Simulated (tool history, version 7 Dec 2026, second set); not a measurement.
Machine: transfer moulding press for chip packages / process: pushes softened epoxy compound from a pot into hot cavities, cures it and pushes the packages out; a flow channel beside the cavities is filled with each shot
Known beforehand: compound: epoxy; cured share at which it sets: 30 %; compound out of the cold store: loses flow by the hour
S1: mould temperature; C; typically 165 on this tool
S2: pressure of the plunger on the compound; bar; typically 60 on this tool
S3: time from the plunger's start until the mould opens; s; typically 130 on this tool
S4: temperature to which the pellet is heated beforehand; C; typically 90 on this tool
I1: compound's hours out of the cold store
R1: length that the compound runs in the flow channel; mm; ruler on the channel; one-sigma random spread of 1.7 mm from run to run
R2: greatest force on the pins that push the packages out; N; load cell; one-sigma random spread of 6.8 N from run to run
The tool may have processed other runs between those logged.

run 1 hour=0 | S1=165 S2=60 S3=130 S4=90 | I1=14.9 | R1=903 R2=525
run 2 hour=10.5 | S1=165 S2=60 S3=130 S4=90 | I1=8.5 | R1=946 R2=546
run 3 hour=20.9 | S1=165 S2=60 S3=130 S4=90 | I1=22.5 | R1=854 R2=559
run 4 hour=28.4 | S1=165 S2=60 S3=130 S4=90 | I1=43.1 | R1=736 R2=555
run 5 hour=35.8 | S1=165 S2=60 S3=130 S4=90 | I1=33.3 | R1=790 R2=571
-- hour=38.9 cavities cleaned with cleaning compound and waxed
run 6 hour=45.5 | S1=165 S2=60 S3=130 S4=90 | I1=37.1 | R1=767 R2=446
run 7 hour=55.7 | S1=165 S2=60 S3=130 S4=90 | I1=20 | R1=867 R2=495
run 8 hour=62.5 | S1=165 S2=60 S3=130 S4=90 | I1=23 | R1=843 R2=500
-- hour=65.1 mould's thermocouples calibrated
run 9 hour=71.4 | S1=165 S2=60 S3=130 S4=90 | I1=22.7 | R1=845 R2=521
run 10 hour=80.3 | S1=165 S2=60 S3=130 S4=90 | I1=33.3 | R1=783 R2=536
run 11 hour=91.1 | S1=165 S2=60 S3=130 S4=90 | I1=21.7 | R1=851 R2=545
-- hour=101.6 mould's thermocouples calibrated, once more
run 12 hour=101.6 | S1=165 S2=60 S3=130 S4=90 | I1=41.8 | R1=735 R2=555
-- hour=109.3 cavities cleaned with cleaning compound and waxed
run 13 hour=111.4 | S1=165 S2=60 S3=130 S4=90 | I1=31.6 | R1=791 R2=442
run 14 hour=122.3 | S1=165 S2=60 S3=130 S4=99 | I1=38.1 | R1=751 R2=470
run 15 hour=132.4 | S1=165 S2=60 S3=130 S4=99 | I1=38.8 | R1=746 R2=491
run 16 hour=137.4 | S1=165 S2=60 S3=161 S4=81 | I1=46.1 | R1=714 R2=487
run 17 hour=146.6 | S1=172 S2=51.7 S3=112 S4=90 | I1=21.9 | R1=761 R2=510
run 18 hour=152.7 | S1=172 S2=51.7 S3=112 S4=90 | I1=13.7 | R1=808 R2=522
-- hour=161.2 plunger's sealing rings changed
run 19 hour=163.4 | S1=167 S2=51.7 S3=112 S4=90 | I1=18.4 | R1=828 R2=601
run 20 hour=171.8 | S1=165 S2=57.9 S3=130 S4=85 | I1=10 | R1=939 R2=574
-- hour=178.2 cavities cleaned with cleaning compound and waxed
run 21 hour=180.4 | S1=165 S2=57.9 S3=129 S4=85 | I1=47 | R1=719 R2=435
run 22 hour=185.3 | S1=165 S2=60 S3=130 S4=94 | I1=8.5 | R1=961 R2=464
run 23 hour=194.1 | S1=165 S2=71.6 S3=113 S4=83 | I1=15.9 | R1=995 R2=560
run 24 hour=199.7 | S1=165 S2=71.6 S3=113 S4=83 | I1=40.4 | R1=837 R2=552
run 25 hour=204.6 | S1=158 S2=71.2 S3=150 S4=86 | I1=18.4 | R1=1005 R2=561
run 26 hour=215.9 | S1=165 S2=60 S3=125 S4=90 | I1=38.4 | R1=772 R2=544
run 27 hour=221.2 | S1=165 S2=60 S3=125 S4=90 | I1=43.8 | R1=745 R2=544
run 28 hour=228.1 | S1=165 S2=60 S3=155 S4=84 | I1=42.2 | R1=755 R2=519

Per-run results on a tool with no hidden state, each run keeping its own random variation:
Hidden state present: true mould temperature over the reading, C; pressure that reaches the compound, % of what is set; grip of the stained cavities, % over clean ones'; drift of the gauge itself on flow_mm, %; drift of the gauge itself on push_out_n, %.
run=1 R1=924 R2=446
run=2 R1=969 R2=445
run=3 R1=876 R2=444
run=4 R1=755 R2=431
run=5 R1=812 R2=435
run=6 R1=789 R2=423
run=7 R1=894 R2=446
run=8 R1=870 R2=439
run=9 R1=872 R2=444
run=10 R1=810 R2=442
run=11 R1=881 R2=435
run=12 R1=762 R2=431
run=13 R1=821 R2=430
run=14 R1=780 R2=430
run=15 R1=776 R2=429
run=16 R1=743 R2=418
run=17 R1=794 R2=424
run=18 R1=843 R2=424
run=19 R1=829 R2=478
run=20 R1=942 R2=445
run=21 R1=721 R2=423
run=22 R1=966 R2=440
run=23 R1=1001 R2=508
run=24 R1=842 R2=488
run=25 R1=1012 R2=487
run=26 R1=779 R2=451
run=27 R1=752 R2=443
run=28 R1=763 R2=414

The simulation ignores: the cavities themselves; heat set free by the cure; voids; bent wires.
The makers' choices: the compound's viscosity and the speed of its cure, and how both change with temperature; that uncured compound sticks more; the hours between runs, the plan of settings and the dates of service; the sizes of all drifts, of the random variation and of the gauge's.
